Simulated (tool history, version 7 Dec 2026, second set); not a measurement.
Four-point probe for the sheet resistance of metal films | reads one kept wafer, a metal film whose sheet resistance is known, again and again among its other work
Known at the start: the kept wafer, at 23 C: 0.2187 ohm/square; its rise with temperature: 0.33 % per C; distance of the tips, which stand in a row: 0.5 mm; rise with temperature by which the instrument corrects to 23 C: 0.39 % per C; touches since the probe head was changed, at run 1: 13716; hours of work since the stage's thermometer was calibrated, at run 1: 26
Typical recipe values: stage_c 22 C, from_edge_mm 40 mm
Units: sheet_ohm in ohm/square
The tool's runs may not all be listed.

| run | hour | stage_c | from_edge_mm | touches since the probe head was changed | hours of work since the stage's thermometer was calibrated | sheet_ohm |
|---|---|---|---|---|---|---|
| 1 | 0.0 | 22 | 40 | 13716 | 26 | 0.218453 |
| 2 | 16.2 | 22 | 40 | 14273 | 37 | 0.218439 |
| 3 | 27.0 | 22 | 22 | 14644 | 44 | 0.218499 |
| 4 | 41.2 | 22 | 30 | 15132 | 54 | 0.218439 |
| 5 | 56.4 | 22 | 30 | 15653 | 64 | 0.218430 |
| 6 | 70.3 | 22 | 30 | 16131 | 74 | 0.218441 |
| 7 | 85.4 | 22 | 40 | 16648 | 84 | 0.218383 |
| 8 | 97.0 | 22 | 40 | 17047 | 92 | 0.218505 |
| 9 | 110.3 | 22 | 40 | 17503 | 101 | 0.218439 |
| 10 | 125.4 | 22 | 48 | 18023 | 112 | 0.218443 |
| 11 | 135.1 | 22 | 48 | 18356 | 118 | 0.218468 |
| 12 | 149.2 | 22 | 48 | 18838 | 128 | 0.218454 |
| 13 | 161.7 | 22 | 48 | 19267 | 136 | 0.218472 |
| 14 | 172.8 | 22 | 48 | 19648 | 144 | 0.218469 |
| 15 | 184.5 | 22 | 48 | 20050 | 152 | 0.218467 |
| 16 | 199.6 | 22 | 48 | 20569 | 162 | 0.218445 |
| 17 | 208.2 | 22 | 48 | 20863 | 168 | 0.218418 |
| 18 | 221.5 | 22 | 48 | 21322 | 177 | 0.218520 |
| 19 | 229.0 | 22 | 48 | 21578 | 182 | 0.218550 |
| 20 | 241.2 | 22 | 48 | 21996 | 191 | 0.218522 |
| 21 | 249.9 | 24 | 14 | 22296 | 197 | 0.218444 |
| 22 | 265.0 | 27 | 52 | 22814 | 207 | 0.217892 |
| 23 | 276.5 | 27 | 52 | 23208 | 215 | 0.217872 |
| 24 | 284.9 | 31 | 23 | 23498 | 220 | 0.217471 |
| 25 | 300.0 | 19 | 5 | 24016 | 231 | 0.220093 |
| 26 | 315.5 | 26 | 21 | 24546 | 241 | 0.218168 |
| 27 | 323.6 | 18 | 11 | 24825 | 247 | 0.219325 |
| 28 | 336.9 | 20 | 25 | 25281 | 256 | 0.218827 |
| 29 | 346.7 | 19 | 8 | 25619 | 263 | 0.219484 |
| 30 | 359.2 | 19 | 54 | 26049 | 271 | 0.218999 |
| 31 | 373.5 | 18 | 34 | 26538 | 281 | 0.218996 |
| 32 | 383.7 | 28 | 4 | 26887 | 288 | 0.219692 |
| 33 | 396.6 | 28 | 4 | 27333 | 297 | 0.219634 |
| 34 | 403.6 | 28 | 4 | 27573 | 302 | 0.219719 |
| 35 | 411.5 | 28 | 4 | 27843 | 307 | 0.219693 |
| 36 | 418.6 | 30 | 16 | 28087 | 312 | 0.217687 |
| 37 | 434.0 | 22 | 6 | 28616 | 322 | 0.219377 |
| 38 | 444.6 | 21 | 40 | 28979 | 330 | 0.218644 |
| 39 | 459.4 | 21 | 4 | 29488 | 340 | 0.220503 |

Here are 5 independent what-if runs from the current tool condition. What would each one return?
| A | 471.0 | 28 | 4 | 29886 | 348 | ? |
| B | 471.0 | 26 | 35 | 29886 | 348 | ? |
| C | 471.0 | 22 | 7 | 29886 | 348 | ? |
| D | 471.0 | 21 | 16 | 29886 | 348 | ? |
| E | 471.0 | 19 | 40 | 29886 | 348 | ? |

| run | sheet_ohm |
|---|---|
| A | 0.219636 |
| B | 0.218143 |
| C | 0.219150 |
| D | 0.218875 |
| E | 0.218980 |
The same runs, with their run-to-run variation unchanged, on a tool lacking any hidden condition would have given:
| run | sheet_ohm |
|---|---|
| A | 0.219851 |
| B | 0.218357 |
| C | 0.219365 |
| D | 0.219091 |
| E | 0.219195 |
